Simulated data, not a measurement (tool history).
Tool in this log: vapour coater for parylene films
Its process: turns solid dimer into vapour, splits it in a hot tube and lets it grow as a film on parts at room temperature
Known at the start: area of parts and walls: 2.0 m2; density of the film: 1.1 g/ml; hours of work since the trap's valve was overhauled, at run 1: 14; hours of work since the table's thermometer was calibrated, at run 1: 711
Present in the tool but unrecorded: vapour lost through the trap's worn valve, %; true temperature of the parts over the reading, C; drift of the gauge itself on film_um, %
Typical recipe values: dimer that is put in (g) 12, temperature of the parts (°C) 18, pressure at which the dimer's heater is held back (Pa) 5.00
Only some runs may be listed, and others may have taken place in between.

run,hour,dimer that is put in (g),temperature of the parts (°C),pressure at which the dimer's heater is held back (Pa),hours of work since the trap's valve was overhauled,hours of work since the table's thermometer was calibrated,thickness of the film (nm)
1,0.0,12,18,5.00,14,711,3160
2,35.2,12,12,5.00,35,731,3790
3,56.0,12,12,5.00,46,743,3770
4,93.3,12,12,5.00,68,765,3780
5,124.6,12,18,5.00,86,783,3110
6,164.9,12,18,5.00,110,806,3150
7,197.1,12,18,5.00,128,825,3110
8,233.4,12,18,5.00,149,846,3150
# hour 250.3: table's thermometer calibrated
9,268.2,12,18,5.00,169,10,3120
10,297.9,12,20,5.00,186,28,2930
11,341.2,12,20,5.00,211,53,2950
12,383.9,12,14,5.00,236,77,3510
13,415.4,12,18,5.00,254,96,3080
14,440.0,7,19,3.25,268,110,1920
15,483.1,9,17,5.00,293,135,2440
# hour 514.0: trap's valve overhauled
16,525.8,12,13,2.02,7,157,4430

Expected results for the next run?
17,553.6,12,13,2.02,23,173,?

thickness of the film (nm): 4440
Had the tool carried no hidden state, the very same run would have given thickness of the film (nm) 4440.

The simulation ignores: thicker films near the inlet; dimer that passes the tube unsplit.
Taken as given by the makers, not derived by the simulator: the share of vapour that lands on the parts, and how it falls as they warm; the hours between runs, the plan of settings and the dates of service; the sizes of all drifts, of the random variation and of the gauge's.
